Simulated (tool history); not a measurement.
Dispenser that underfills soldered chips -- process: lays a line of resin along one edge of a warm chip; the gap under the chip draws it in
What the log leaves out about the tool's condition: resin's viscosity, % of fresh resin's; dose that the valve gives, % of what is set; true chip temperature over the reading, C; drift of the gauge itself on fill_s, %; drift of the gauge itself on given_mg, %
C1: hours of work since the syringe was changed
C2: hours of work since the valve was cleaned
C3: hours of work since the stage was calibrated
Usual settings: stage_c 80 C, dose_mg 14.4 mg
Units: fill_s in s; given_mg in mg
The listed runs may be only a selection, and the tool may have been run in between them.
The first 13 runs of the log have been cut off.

Run 14, hour 40.7: usual settings; C1 7; C2 41; C3 111. Result: fill_s 95.3 s, given_mg 14.2 mg.
At hour 44.6: new syringe of resin.
Run 15, hour 44.9: usual settings; C1 0; C2 44; C3 114. Result: fill_s 78.7 s, given_mg 14.02 mg.
Run 16, hour 49.6: usual settings; C1 4; C2 47; C3 118. Result: fill_s 86.9 s, given_mg 14.03 mg.
Run 17, hour 53.3: usual settings; C1 6; C2 50; C3 120. Result: fill_s 94.8 s, given_mg 14.1 mg.
Run 18, hour 56.7: usual settings; C1 9; C2 52; C3 123. Result: fill_s 103.2 s, given_mg 14.01 mg.
At hour 57.8: new syringe of resin.
Run 19, hour 59.2: usual settings but stage_c 67 C, dose_mg 16.5 mg; C1 1; C2 54; C3 125. Result: fill_s 137.1 s, given_mg 16.08 mg.
Run 20, hour 63.5: usual settings but stage_c 85 C, dose_mg 16.1 mg; C1 4; C2 57; C3 128. Result: fill_s 70.6 s, given_mg 15.64 mg.
Run 21, hour 66.1: usual settings but stage_c 74 C, dose_mg 15.8 mg; C1 6; C2 59; C3 130. Result: fill_s 123.3 s, given_mg 15.4 mg.
Run 22, hour 68.9: usual settings but stage_c 92 C, dose_mg 15.8 mg; C1 8; C2 61; C3 132. Result: fill_s 63 s, given_mg 15.3 mg.
At hour 71: new syringe of resin.
Run 23, hour 73.7: usual settings but stage_c 79 C, dose_mg 15.8 mg; C1 2; C2 64; C3 135. Result: fill_s 83.7 s, given_mg 15.34 mg.
Run 24, hour 76.8: usual settings but stage_c 79 C, dose_mg 15.8 mg; C1 4; C2 67; C3 137. Result: fill_s 90.7 s, given_mg 15.39 mg.
Run 25, hour 79.5: usual settings but stage_c 72 C, dose_mg 12.7 mg; C1 6; C2 69; C3 139. Result: fill_s 133.2 s, given_mg 12.36 mg.
Run 26, hour 82.3: usual settings but stage_c 82 C, dose_mg 16.5 mg; C1 8; C2 71; C3 141. Result: fill_s 91.8 s, given_mg 15.96 mg.
At hour 84.4: new syringe of resin.
Run 27, hour 85.4: usual settings but stage_c 65 C, dose_mg 16.5 mg; C1 1; C2 73; C3 144. Result: fill_s 152.6 s, given_mg 15.9 mg.
Run 28, hour 87.8: usual settings but stage_c 68 C, dose_mg 15 mg; C1 3; C2 75; C3 145. Result: fill_s 140.9 s, given_mg 14.51 mg.
Run 29, hour 92.3: usual settings but stage_c 83 C, dose_mg 15 mg; C1 6; C2 78; C3 149. Result: fill_s 82.5 s, given_mg 14.36 mg.
Run 30, hour 96: usual settings but stage_c 92 C, dose_mg 17 mg; C1 9; C2 81; C3 151. Result: fill_s 65.7 s, given_mg 16.54 mg.
At hour 97.6: new syringe of resin.
Run 31, hour 100.9: usual settings but stage_c 93 C, dose_mg 14.1 mg; C1 2; C2 84; C3 155. Result: fill_s 51.1 s, given_mg 13.4 mg.
Run 32, hour 105.4: usual settings but stage_c 93 C, dose_mg 14.1 mg; C1 6; C2 87; C3 158. Result: fill_s 56.9 s, given_mg 13.61 mg.

Run 33, settings as shown, results not yet in. Your forecast:
Run 33, hour 109.4: usual settings but stage_c 93 C, dose_mg 13 mg; C1 9; C2 90; C3 161. Result: fill_s ?, given_mg ?.

fill_s: 65.2 s
given_mg: 12.44 mg
Were there no unlogged condition in the tool, this run, its random variation unchanged, would have produced fill_s 46.6 s, given_mg 12.96 mg.
